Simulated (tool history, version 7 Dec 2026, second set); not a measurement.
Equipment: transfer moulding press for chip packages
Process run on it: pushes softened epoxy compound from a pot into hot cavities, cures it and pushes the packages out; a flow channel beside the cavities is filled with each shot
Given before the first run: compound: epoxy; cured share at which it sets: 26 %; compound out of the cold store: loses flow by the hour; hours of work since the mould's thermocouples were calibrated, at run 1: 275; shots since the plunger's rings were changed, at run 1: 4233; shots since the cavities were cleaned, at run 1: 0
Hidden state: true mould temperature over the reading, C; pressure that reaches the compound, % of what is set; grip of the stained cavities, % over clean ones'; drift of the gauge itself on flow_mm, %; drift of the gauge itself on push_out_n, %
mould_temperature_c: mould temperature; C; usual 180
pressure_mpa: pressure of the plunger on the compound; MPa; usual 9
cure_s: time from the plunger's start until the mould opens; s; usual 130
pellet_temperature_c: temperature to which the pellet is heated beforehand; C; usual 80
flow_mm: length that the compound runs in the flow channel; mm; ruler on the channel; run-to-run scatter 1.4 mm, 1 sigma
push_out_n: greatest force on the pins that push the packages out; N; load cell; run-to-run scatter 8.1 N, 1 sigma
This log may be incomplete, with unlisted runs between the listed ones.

run	hour	mould_temperature_c	pressure_mpa	cure_s	pellet_temperature_c	hours of work since the mould's thermocouples were calibrated	shots since the plunger's rings were changed	shots since the cavities were cleaned	incoming compound's hours out of the cold store	flow_mm	push_out_n
1	0	180	9	130	80	275	4233	0	18.2	636	351
# hour 17.8: plunger's sealing rings changed
2	74.4	185	9	130	80	323	530	674	42.9	564	336
# hour 93: cavities cleaned with cleaning compound and waxed
3	144.8	180	9	130	80	369	1175	485	32.7	602	343
# hour 179.5: cavities cleaned with cleaning compound and waxed
4	236.3	180	9	130	81	429	2017	531	38.2	590	348
# hour 270.2: cavities cleaned with cleaning compound and waxed
5	304.3	180	9	130	81	473	2640	319	31.3	606	360
# hour 358.7: cavities cleaned with cleaning compound and waxed
6	383.1	180	9	130	81	525	3364	228	47.2	573	354
# hour 398.1: mould's thermocouples calibrated
# hour 449.1: cavities cleaned with cleaning compound and waxed
7	449.5	180	9	130	84	33	3953	4	35.3	598	340
# hour 499.1: plunger's sealing rings changed
8	530.9	180	7.65	130	80	86	298	743	29.8	560	345
# hour 536.6: cavities cleaned with cleaning compound and waxed
9	613.8	180	7.65	130	80	141	1059	722	31.2	560	355
# hour 628.8: cavities cleaned with cleaning compound and waxed
10	669	180	7.65	130	80	176	1562	376	40	540	338
# hour 717.6: cavities cleaned with cleaning compound and waxed
11	763.9	186	8.64	130	71	239	2437	434	34.8	567	346

Forecast run 12:
# hour 804.2: cavities cleaned with cleaning compound and waxed
12	857.1	186	8.64	117	71	300	3296	496	45.3	?	?

{"run 12": {"flow_mm": 547, "push_out_n": 345}}
The same run, on a tool lacking any hidden state, would have yielded flow_mm 547 mm, push_out_n 343 N.

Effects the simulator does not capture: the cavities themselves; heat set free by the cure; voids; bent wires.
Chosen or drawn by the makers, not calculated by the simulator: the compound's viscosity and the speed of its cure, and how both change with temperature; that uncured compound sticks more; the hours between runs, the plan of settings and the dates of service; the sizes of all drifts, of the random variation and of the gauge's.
